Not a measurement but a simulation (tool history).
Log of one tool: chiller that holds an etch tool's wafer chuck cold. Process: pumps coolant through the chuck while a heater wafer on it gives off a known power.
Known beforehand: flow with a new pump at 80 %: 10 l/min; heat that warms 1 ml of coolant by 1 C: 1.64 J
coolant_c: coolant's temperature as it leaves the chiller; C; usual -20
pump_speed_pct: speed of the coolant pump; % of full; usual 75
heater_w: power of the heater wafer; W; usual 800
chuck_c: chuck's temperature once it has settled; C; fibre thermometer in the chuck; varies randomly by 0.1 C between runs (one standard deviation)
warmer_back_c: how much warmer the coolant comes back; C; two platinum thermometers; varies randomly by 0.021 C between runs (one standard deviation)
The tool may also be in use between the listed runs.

run	hour	coolant_c	pump_speed_pct	heater_w	chuck_c	warmer_back_c
1	0.0	-20	75	800	-11.0	3.12
2	183.3	-20	75	800	-11.1	3.14
3	280.6	-20	75	800	-11.1	3.17
4	390.8	-20	75	800	-11.1	3.12
5	480.2	-20	75	800	-11.0	3.18
6	682.4	-20	75	800	-11.1	3.16
7	821.8	-20	75	800	-10.9	3.20
8	949.8	-20	75	800	-11.1	3.18
9	1151.2	-20	75	910	-9.8	3.59
10	1351.2	-20	75	904	-9.8	3.60
# hour 1405.1: chiller's thermometer calibrated
11	1461.4	-20	75	904	-9.8	3.61
12	1580.1	-20	75	904	-9.8	3.56
13	1704.1	-20	75	904	-9.9	3.56
14	1820.7	-20	75	904	-9.9	3.55
15	1926.2	-20	75	904	-9.9	3.56
16	2016.5	-20	75	904	-9.8	3.55

Run 17 comes next. What will it give?
17	2147.0	-20	75	904	?	?

{"run 17": {"chuck_c": -9.8, "warmer_back_c": 3.62}}
With the hidden condition absent and the run-to-run variation left alone, this run would have shown chuck_c -9.9 C, warmer_back_c 3.62 C.
